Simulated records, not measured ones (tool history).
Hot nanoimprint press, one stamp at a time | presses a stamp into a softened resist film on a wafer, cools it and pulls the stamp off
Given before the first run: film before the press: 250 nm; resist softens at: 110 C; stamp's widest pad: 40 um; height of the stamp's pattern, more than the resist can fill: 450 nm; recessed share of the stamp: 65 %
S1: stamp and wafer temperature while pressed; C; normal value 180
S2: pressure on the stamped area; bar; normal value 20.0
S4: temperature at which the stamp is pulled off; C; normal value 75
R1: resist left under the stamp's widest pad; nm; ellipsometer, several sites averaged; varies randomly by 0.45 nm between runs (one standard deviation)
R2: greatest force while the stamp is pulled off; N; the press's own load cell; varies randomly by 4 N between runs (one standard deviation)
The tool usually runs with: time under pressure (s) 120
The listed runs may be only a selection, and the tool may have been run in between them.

run 1 day=0.000 | S1=180 S2=20.0 time_under_pressure_(s)=120 S4=75 | R1=140.9 R2=237
run 2 day=2.071 | S1=175 S2=20.0 time_under_pressure_(s)=120 S4=75 | R1=160.1 R2=249
run 3 day=3.904 | S1=175 S2=20.0 time_under_pressure_(s)=120 S4=75 | R1=159.8 R2=248
run 4 day=6.371 | S1=175 S2=20.0 time_under_pressure_(s)=120 S4=75 | R1=158.9 R2=249
-- day=6.788 stamp cleaned and given a new release coat
-- day=8.038 plate thermocouple calibrated
run 5 day=10.262 | S1=175 S2=20.0 time_under_pressure_(s)=120 S4=75 | R1=162.2 R2=196
run 6 day=13.800 | S1=175 S2=20.0 time_under_pressure_(s)=120 S4=75 | R1=162.5 R2=205
run 7 day=15.662 | S1=175 S2=20.0 time_under_pressure_(s)=120 S4=75 | R1=161.1 R2=212
run 8 day=18.104 | S1=178 S2=22.5 time_under_pressure_(s)=240 S4=81 | R1=113.8 R2=184
run 9 day=21.429 | S1=178 S2=22.5 time_under_pressure_(s)=240 S4=81 | R1=114.2 R2=191
run 10 day=25.071 | S1=178 S2=22.5 time_under_pressure_(s)=240 S4=81 | R1=114.5 R2=188
run 11 day=27.475 | S1=189 S2=20.7 time_under_pressure_(s)=120 S4=75 | R1=111.0 R2=235
run 12 day=29.642 | S1=189 S2=20.7 time_under_pressure_(s)=120 S4=75 | R1=110.6 R2=249
run 13 day=31.467 | S1=180 S2=20.0 time_under_pressure_(s)=180 S4=82 | R1=126.2 R2=208

A few steps of R1 between consecutive runs. Split each: what settings, incoming material and random variation would produce without the hidden state, and what is left over for the hidden state, along with gauge scatter present in only one of the two compared results (measured, and without hidden state):
The tool's hidden condition here consists of: true temperature over the reading, C; pressure that arrives at the usual setting, %; grip of the stamp's worn release coat, % over a new coat's; drift of the gauge itself on residual_nm, %; drift of the gauge itself on pull_off_n, %.
Run 4 -> 5: stamp cleaned and given a new release coat, plate thermocouple calibrated. R1 +3.3 nm: hidden state +2.4, all else +0.9.
Run 7 -> 8: S1 175 -> 178, S2 20.0 -> 22.5, time under pressure (s) 120 -> 240, S4 75 -> 81. R1 -47.3 nm: hidden state +0.2, all else -47.5.

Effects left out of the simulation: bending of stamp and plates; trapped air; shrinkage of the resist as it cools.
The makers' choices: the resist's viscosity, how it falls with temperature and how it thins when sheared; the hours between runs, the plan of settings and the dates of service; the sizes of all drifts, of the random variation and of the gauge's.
